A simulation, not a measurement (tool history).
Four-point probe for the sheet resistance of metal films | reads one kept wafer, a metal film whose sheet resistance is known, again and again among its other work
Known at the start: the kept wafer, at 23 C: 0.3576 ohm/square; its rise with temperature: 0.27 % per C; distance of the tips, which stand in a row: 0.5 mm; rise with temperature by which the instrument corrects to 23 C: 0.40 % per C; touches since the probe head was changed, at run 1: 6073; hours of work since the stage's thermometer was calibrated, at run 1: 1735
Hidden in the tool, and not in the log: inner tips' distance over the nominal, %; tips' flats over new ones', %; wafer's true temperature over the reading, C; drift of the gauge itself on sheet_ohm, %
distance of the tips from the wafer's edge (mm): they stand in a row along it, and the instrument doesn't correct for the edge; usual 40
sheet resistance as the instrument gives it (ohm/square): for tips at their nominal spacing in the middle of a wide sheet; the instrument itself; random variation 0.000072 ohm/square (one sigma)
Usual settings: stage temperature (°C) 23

run,hour,stage temperature (°C),distance of the tips from the wafer's edge (mm),touches since the probe head was changed,hours of work since the stage's thermometer was calibrated,sheet resistance as the instrument gives it (ohm/square)
1,0.0,23,40,6073,1735,0.356750
2,80.6,23,40,7427,1777,0.356645
3,169.5,23,40,8920,1823,0.356663
4,238.2,23,40,10074,1858,0.356617
5,321.0,23,73,11466,1901,0.356473
6,415.5,23,73,13052,1950,0.356527
7,494.5,23,73,14380,1991,0.356507
8,580.7,23,73,15828,2036,0.356409
9,653.9,23,73,17057,2074,0.356489
10,740.6,24,40,18515,2119,0.356055
11,808.3,23,40,19651,2154,0.356508
12,869.7,29,40,20683,2186,0.353593
13,966.9,29,40,22316,2237,0.353624
14,1047.7,31,40,23673,2279,0.352717
15,1139.1,18,40,25209,2326,0.358890
16,1203.1,18,52,26283,2359,0.358887
17,1267.9,18,52,27373,2393,0.358853
18,1360.2,18,52,28923,2441,0.358756
19,1422.5,18,35,29969,2473,0.358898
20,1467.9,18,35,30733,2497,0.358863
21,1535.7,18,35,31871,2532,0.358816
22,1577.2,20,40,32568,2553,0.357821
23,1624.4,23,3,33360,2578,0.361517
24,1695.4,23,11,34553,2615,0.356558
25,1776.4,23,11,35914,2657,0.356617
26,1834.7,24,7,36894,2687,0.356681
27,1915.0,22,7,38243,2729,0.357538
28,1980.5,18,16,39343,2763,0.358877
29,2043.5,19,31,40402,2795,0.358227
30,2113.5,27,5,41578,2832,0.356091
31,2186.2,19,8,42798,2869,0.358787
# hour 2248.3: stage's thermometer calibrated
32,2265.1,23,7,44116,9,0.356533
33,2327.3,23,7,45161,41,0.356583
34,2414.3,27,12,46622,86,0.354134
35,2510.9,26,72,48245,136,0.354161
36,2574.8,33,12,49318,169,0.351284
37,2620.6,22,31,50087,193,0.356116
38,2709.3,22,31,51578,239,0.356130
39,2786.4,21,30,52873,279,0.356592
40,2871.3,19,60,54299,323,0.357554
41,2927.9,19,60,55250,353,0.357399
42,2969.4,21,6,55947,374,0.357882
43,3013.6,21,6,56689,397,0.357848
44,3110.5,21,6,58318,447,0.357886

The same runs without the tool's hidden state, with the same run-to-run variation:
run,sheet resistance as the instrument gives it (ohm/square)
1,0.357760
2,0.357671
3,0.357706
4,0.357674
5,0.357544
6,0.357615
7,0.357610
8,0.357529
9,0.357623
10,0.357204
11,0.357672
12,0.354764
13,0.354812
14,0.353916
15,0.360114
16,0.360123
17,0.360100
18,0.360017
19,0.360171
20,0.360143
21,0.360110
22,0.359121
23,0.362841
24,0.357879
25,0.357954
26,0.358031
27,0.358904
28,0.360255
29,0.359615
30,0.357492
31,0.360203
32,0.358455
33,0.358518
34,0.356071
35,0.356115
36,0.353233
37,0.358100
38,0.358130
39,0.358611
40,0.359595
41,0.359450
42,0.359942
43,0.359914
44,0.359968

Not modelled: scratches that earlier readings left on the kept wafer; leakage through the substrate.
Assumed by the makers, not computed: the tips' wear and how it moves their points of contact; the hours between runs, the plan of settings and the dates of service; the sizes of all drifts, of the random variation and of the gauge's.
